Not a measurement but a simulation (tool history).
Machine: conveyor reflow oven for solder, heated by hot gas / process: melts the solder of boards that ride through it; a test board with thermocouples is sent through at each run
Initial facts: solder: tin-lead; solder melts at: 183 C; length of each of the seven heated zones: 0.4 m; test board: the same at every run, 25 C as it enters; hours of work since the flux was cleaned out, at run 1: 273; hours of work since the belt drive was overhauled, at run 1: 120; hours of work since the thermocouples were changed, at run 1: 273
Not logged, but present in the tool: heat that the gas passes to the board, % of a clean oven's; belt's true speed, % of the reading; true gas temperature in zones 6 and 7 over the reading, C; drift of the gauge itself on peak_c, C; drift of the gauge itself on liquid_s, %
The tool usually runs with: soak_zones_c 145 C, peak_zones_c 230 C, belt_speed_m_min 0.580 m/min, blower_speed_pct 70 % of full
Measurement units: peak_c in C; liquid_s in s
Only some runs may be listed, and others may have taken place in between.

| run | hour | soak_zones_c | peak_zones_c | belt_speed_m_min | blower_speed_pct | hours of work since the flux was cleaned out | hours of work since the belt drive was overhauled | hours of work since the thermocouples were changed | peak_c | liquid_s |
|---|---|---|---|---|---|---|---|---|---|---|
| 1 | 0.0 | 145 | 230 | 0.580 | 70 | 273 | 120 | 273 | 213.3 | 61.55 |
| 2 | 84.5 | 145 | 241 | 0.580 | 70 | 321 | 169 | 321 | 222.4 | 68.80 |
| 3 | 149.2 | 145 | 230 | 0.580 | 84 | 359 | 206 | 359 | 216.0 | 64.61 |
| 4 | 215.5 | 145 | 230 | 0.580 | 84 | 397 | 244 | 397 | 215.6 | 64.51 |
|  | 291.3 | flux residue cleaned out of gas plates and filters |
| 5 | 305.6 | 145 | 230 | 0.478 | 70 | 8 | 293 | 445 | 218.3 | 82.15 |
| 6 | 349.3 | 145 | 230 | 0.478 | 70 | 33 | 318 | 471 | 218.3 | 82.03 |
| 7 | 408.8 | 145 | 230 | 0.478 | 70 | 67 | 352 | 505 | 218.1 | 81.86 |
| 8 | 490.7 | 145 | 230 | 0.580 | 70 | 114 | 399 | 552 | 213.0 | 61.57 |
| 9 | 571.5 | 145 | 230 | 0.591 | 70 | 161 | 445 | 598 | 212.3 | 59.64 |
| 10 | 633.5 | 145 | 230 | 0.591 | 70 | 196 | 481 | 634 | 212.0 | 59.53 |
|  | 694.2 | thermocouples of zones 6 and 7 changed |
| 11 | 712.4 | 145 | 224 | 0.591 | 70 | 241 | 525 | 10 | 208.4 | 56.08 |
| 12 | 794.7 | 145 | 224 | 0.591 | 70 | 288 | 572 | 58 | 208.2 | 55.83 |
| 13 | 851.2 | 145 | 224 | 0.591 | 70 | 320 | 605 | 90 | 208.2 | 55.46 |
|  | 861.1 | belt drive overhauled, speed set with a stopwatch |
| 14 | 950.0 | 145 | 224 | 0.591 | 70 | 375 | 51 | 144 | 208.0 | 55.62 |
| 15 | 1030.0 | 145 | 223 | 0.580 | 70 | 420 | 97 | 190 | 207.5 | 56.18 |
|  | 1062.4 | flux residue cleaned out of gas plates and filters |
| 16 | 1118.7 | 145 | 223 | 0.580 | 70 | 32 | 145 | 238 | 208.3 | 57.96 |
| 17 | 1190.4 | 145 | 223 | 0.580 | 70 | 73 | 186 | 280 | 208.1 | 57.45 |
| 18 | 1247.4 | 145 | 223 | 0.580 | 70 | 106 | 219 | 312 | 207.8 | 57.28 |
| 19 | 1309.6 | 158 | 223 | 0.547 | 70 | 142 | 255 | 348 | 211.5 | 72.68 |
| 20 | 1369.7 | 158 | 223 | 0.547 | 70 | 176 | 289 | 383 | 211.3 | 72.70 |
| 21 | 1413.2 | 145 | 228 | 0.638 | 53 | 201 | 314 | 407 | 203.5 | 44.07 |
|  | 1441.2 | belt drive overhauled, speed set with a stopwatch, once more |
| 22 | 1465.1 | 147 | 245 | 0.627 | 70 | 229 | 14 | 435 | 223.5 | 64.56 |
| 23 | 1522.9 | 147 | 234 | 0.474 | 70 | 262 | 47 | 468 | 221.9 | 86.14 |
| 24 | 1617.0 | 147 | 242 | 0.474 | 70 | 316 | 101 | 522 | 228.9 | 91.09 |
| 25 | 1666.3 | 147 | 242 | 0.619 | 52 | 344 | 129 | 550 | 214.3 | 57.28 |
| 26 | 1763.3 | 147 | 242 | 0.480 | 52 | 400 | 185 | 606 | 223.5 | 85.40 |
|  | 1834.4 | flux residue cleaned out of gas plates and filters |
| 27 | 1867.0 | 147 | 242 | 0.480 | 52 | 19 | 242 | 663 | 224.0 | 86.18 |
|  | 1875.9 | thermocouples of zones 6 and 7 changed |
| 28 | 1910.8 | 147 | 242 | 0.480 | 52 | 43 | 266 | 20 | 226.4 | 88.09 |
| 29 | 2006.1 | 145 | 230 | 0.584 | 53 | 97 | 320 | 75 | 209.2 | 55.58 |
| 30 | 2048.1 | 145 | 238 | 0.584 | 87 | 122 | 344 | 99 | 225.2 | 71.14 |

Alternative continuations, all from the tool just after run 30; predict every row:
| A | 2136.2 | 145 | 222 | 0.584 | 87 | 172 | 395 | 149 | ? | ? |
| B | 2136.2 | 145 | 230 | 0.660 | 55 | 172 | 395 | 149 | ? | ? |
| C | 2136.2 | 145 | 230 | 0.465 | 70 | 172 | 395 | 149 | ? | ? |
| D | 2136.2 | 145 | 220 | 0.580 | 79 | 172 | 395 | 149 | ? | ? |

| run | peak_c | liquid_s |
|---|---|---|
| A | 210.6 | 60.41 |
| B | 205.2 | 43.93 |
| C | 220.0 | 86.12 |
| D | 207.7 | 57.26 |
Had the tool no hidden state, the same runs would have come out as:
| run | peak_c | liquid_s |
|---|---|---|
| A | 210.8 | 60.21 |
| B | 205.3 | 43.74 |
| C | 220.2 | 85.46 |
| D | 208.0 | 57.09 |

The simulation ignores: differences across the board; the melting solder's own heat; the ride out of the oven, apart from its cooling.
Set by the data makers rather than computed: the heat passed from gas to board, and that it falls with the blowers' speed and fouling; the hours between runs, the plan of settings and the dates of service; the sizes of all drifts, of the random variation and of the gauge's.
